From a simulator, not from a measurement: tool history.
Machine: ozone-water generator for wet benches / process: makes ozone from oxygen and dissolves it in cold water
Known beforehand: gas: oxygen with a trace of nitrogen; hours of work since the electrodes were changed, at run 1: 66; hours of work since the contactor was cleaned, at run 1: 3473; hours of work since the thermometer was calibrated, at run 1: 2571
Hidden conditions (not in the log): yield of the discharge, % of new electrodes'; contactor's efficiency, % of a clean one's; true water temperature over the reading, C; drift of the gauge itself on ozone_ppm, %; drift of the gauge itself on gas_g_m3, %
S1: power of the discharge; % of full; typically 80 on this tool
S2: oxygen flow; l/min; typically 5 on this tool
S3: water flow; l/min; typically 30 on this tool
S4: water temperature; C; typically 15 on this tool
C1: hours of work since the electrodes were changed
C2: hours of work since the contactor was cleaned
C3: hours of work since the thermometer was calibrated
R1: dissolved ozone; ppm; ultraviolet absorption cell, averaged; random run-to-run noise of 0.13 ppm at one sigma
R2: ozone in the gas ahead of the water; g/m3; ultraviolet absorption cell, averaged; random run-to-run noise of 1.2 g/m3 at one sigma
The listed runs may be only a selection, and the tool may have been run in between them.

Run 1, hour 0: usual settings; C1 66; C2 3473; C3 2571. Result: R1 14 ppm, R2 218.6 g/m3.
Run 2, hour 53.4: usual settings; C1 101; C2 3508; C3 2606. Result: R1 13.8 ppm, R2 217.6 g/m3.
Run 3, hour 147.7: usual settings; C1 164; C2 3570; C3 2668. Result: R1 13.9 ppm, R2 217.4 g/m3.
Run 4, hour 233.7: usual settings; C1 220; C2 3627; C3 2725. Result: R1 13.9 ppm, R2 218.4 g/m3.
Run 5, hour 288.2: usual settings; C1 256; C2 3663; C3 2761. Result: R1 14 ppm, R2 216.8 g/m3.
Run 6, hour 394.6: usual settings; C1 327; C2 3734; C3 2832. Result: R1 13.7 ppm, R2 219.5 g/m3.
Run 7, hour 503.9: usual settings; C1 399; C2 3806; C3 2904. Result: R1 13.9 ppm, R2 215.1 g/m3.
Run 8, hour 590: usual settings; C1 456; C2 3863; C3 2961. Result: R1 14.1 ppm, R2 217 g/m3.
Run 9, hour 652: usual settings; C1 497; C2 3904; C3 3002. Result: R1 13.8 ppm, R2 218.5 g/m3.
Run 10, hour 755.2: usual settings; C1 565; C2 3972; C3 3070. Result: R1 13.7 ppm, R2 218.4 g/m3.
Run 11, hour 825.1: usual settings; C1 611; C2 4018; C3 3116. Result: R1 13.8 ppm, R2 219.4 g/m3.
Run 12, hour 879.7: usual settings; C1 647; C2 4054; C3 3152. Result: R1 14 ppm, R2 218 g/m3.
Run 13, hour 979.2: usual settings but S2 7.15 l/min; C1 713; C2 4120; C3 3218. Result: R1 14.7 ppm, R2 184.5 g/m3.
Run 14, hour 1084.8: usual settings; C1 783; C2 4190; C3 3288. Result: R1 14.1 ppm, R2 218.1 g/m3.
Run 15, hour 1148.5: usual settings but S3 37 l/min; C1 825; C2 4232; C3 3330. Result: R1 11 ppm, R2 216.1 g/m3.
Run 16, hour 1204.5: usual settings but S3 37 l/min; C1 862; C2 4269; C3 3367. Result: R1 10.8 ppm, R2 216.5 g/m3.
Run 17, hour 1280.2: usual settings but S3 37 l/min, S4 7 C; C1 912; C2 4319; C3 3417. Result: R1 11.4 ppm, R2 218.2 g/m3.
Run 18, hour 1331.6: usual settings but S1 83 % of full, S3 21 l/min, S4 7 C; C1 946; C2 4353; C3 3451. Result: R1 23.4 ppm, R2 221.2 g/m3.
Run 19, hour 1396.7: usual settings but S1 83 % of full, S3 21 l/min, S4 7 C; C1 989; C2 4396; C3 3494. Result: R1 23.4 ppm, R2 223.5 g/m3.
Run 20, hour 1444.2: usual settings but S1 83 % of full, S3 21 l/min, S4 7 C; C1 1021; C2 4427; C3 3526. Result: R1 23.2 ppm, R2 223.4 g/m3.
Run 21, hour 1509.2: usual settings but S1 83 % of full, S3 29 l/min, S4 22 C; C1 1064; C2 4470; C3 3568. Result: R1 13.6 ppm, R2 225.1 g/m3.
Run 22, hour 1597.5: usual settings but S3 43 l/min, S4 14 C; C1 1122; C2 4529; C3 3627. Result: R1 9 ppm, R2 218.4 g/m3.
Run 23, hour 1662.4: usual settings but S4 12 C; C1 1165; C2 4572; C3 3670. Result: R1 14.3 ppm, R2 217 g/m3.
Run 24, hour 1759.1: usual settings but S4 18 C; C1 1229; C2 4636; C3 3734. Result: R1 13.3 ppm, R2 216.9 g/m3.
Run 25, hour 1849.7: usual settings but S4 18 C; C1 1289; C2 4696; C3 3794. Result: R1 13.4 ppm, R2 217.1 g/m3.
Run 26, hour 1961.5: usual settings but S1 51 % of full, S2 6.49 l/min; C1 1363; C2 4769; C3 3868. Result: R1 10.2 ppm, R2 136.3 g/m3.
At hour 2043.5: contactor cleaned.
Run 27, hour 2043.5: usual settings but S1 51 % of full, S2 6.49 l/min, S3 31 l/min, S4 11 C; C1 1414; C2 0; C3 3919. Result: R1 10.5 ppm, R2 135.9 g/m3.
Run 28, hour 2091.5: usual settings but S1 40 % of full, S2 6.49 l/min, S3 19 l/min, S4 11 C; C1 1446; C2 32; C3 3951. Result: R1 14.3 ppm, R2 113.7 g/m3.
Run 29, hour 2150: usual settings but S1 40 % of full, S2 6.49 l/min, S3 19 l/min, S4 8 C; C1 1485; C2 70; C3 3989. Result: R1 15.2 ppm, R2 113.6 g/m3.
Run 30, hour 2263.5: usual settings but S1 60 % of full, S2 7.35 l/min, S3 42 l/min, S4 20 C; C1 1560; C2 145; C3 4064. Result: R1 7.8 ppm, R2 146 g/m3.
Run 31, hour 2371.6: usual settings but S1 60 % of full, S2 7.35 l/min, S3 42 l/min, S4 20 C; C1 1631; C2 217; C3 4136. Result: R1 7.7 ppm, R2 147 g/m3.
Run 32, hour 2456.1: usual settings but S1 78 % of full, S2 3.2 l/min, S3 23 l/min, S4 8 C; C1 1687; C2 273; C3 4192. Result: R1 17.9 ppm, R2 262.9 g/m3.

What differs in the tool's unlogged condition from the final listed run ahead of each entry between runs to the first listed run following it?
Logged between run 26 and run 27: contactor cleaned (hour 2043.5)
  yield of the discharge, % of new electrodes': 100 -> 99.9; contactor's efficiency, % of a clean one's: 99.9 -> 100

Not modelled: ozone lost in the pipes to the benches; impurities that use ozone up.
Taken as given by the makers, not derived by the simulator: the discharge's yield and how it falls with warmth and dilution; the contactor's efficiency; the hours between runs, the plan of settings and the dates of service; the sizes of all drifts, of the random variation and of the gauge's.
